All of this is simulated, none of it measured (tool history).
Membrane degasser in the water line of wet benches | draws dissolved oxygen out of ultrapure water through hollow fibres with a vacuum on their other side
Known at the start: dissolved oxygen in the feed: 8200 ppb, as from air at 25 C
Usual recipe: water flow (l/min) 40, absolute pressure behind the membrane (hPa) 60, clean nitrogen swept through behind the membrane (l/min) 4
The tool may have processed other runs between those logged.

| run | hour | water flow (l/min) | absolute pressure behind the membrane (hPa) | clean nitrogen swept through behind the membrane (l/min) | dissolved oxygen in the water behind the degasser (ppb) | pressure that the water loses in the fibres (hPa) |
|---|---|---|---|---|---|---|
| 1 | 0 | 40 | 60 | 4 | 71.6 | 402.4 |
| 2 | 70 | 40 | 60 | 4 | 72.8 | 403 |
| 3 | 153.6 | 40 | 60 | 4 | 71.2 | 398 |
| 4 | 232 | 40 | 60 | 4 | 73.5 | 400.7 |
| 5 | 283.9 | 40 | 60 | 4 | 73.6 | 404.6 |
| 6 | 332.1 | 30 | 60 | 4 | 53.1 | 303.6 |
| 7 | 374.9 | 30 | 60 | 4 | 53.9 | 303.4 |
| 8 | 431.6 | 30 | 60 | 5.38 | 41.7 | 300.8 |
| 9 | 470.1 | 30 | 60 | 4.9 | 45.2 | 301.9 |
| 10 | 514.9 | 54 | 60 | 4 | 100.3 | 543.7 |
| 11 | 593.4 | 49 | 72.6 | 4.91 | 102.9 | 494.5 |
|  | 599.2 | vacuum gauge calibrated |
| 12 | 652.1 | 49 | 72.6 | 4.91 | 107.5 | 492.1 |
| 13 | 738.4 | 49 | 72.6 | 4.91 | 105.5 | 493.9 |
| 14 | 780.5 | 54 | 55.4 | 4 | 85.9 | 545.6 |
|  | 846.8 | vacuum gauge calibrated, once more |
| 15 | 846.8 | 54 | 55.4 | 4 | 82.5 | 547.2 |
| 16 | 925.2 | 48 | 142.8 | 2.64 | 442.7 | 487.1 |
| 17 | 971 | 50 | 111.6 | 1.81 | 464.8 | 502.8 |
| 18 | 1061.1 | 40 | 41.6 | 4.4 | 26.5 | 404.2 |
| 19 | 1108.7 | 36 | 83.3 | 3.31 | 134.8 | 365.4 |

Branching from run 19: 3 alternative next runs. What would each branch give?
| A | 1160.7 | 49 | 60 | 4 | ? | ? |
| B | 1160.7 | 43 | 61.6 | 8.2 | ? | ? |
| C | 1160.7 | 40 | 66.5 | 4 | ? | ? |

| run | dissolved oxygen in the water behind the degasser (ppb) | pressure that the water loses in the fibres (hPa) |
|---|---|---|
| A | 86.7 | 497.2 |
| B | 44.3 | 434 |
| C | 86.3 | 401.6 |
With no hidden state in the tool, these same runs would have given:
| run | dissolved oxygen in the water behind the degasser (ppb) | pressure that the water loses in the fibres (hPa) |
|---|---|---|
| A | 84.6 | 486.3 |
| B | 43 | 424.4 |
| C | 84.7 | 392.7 |
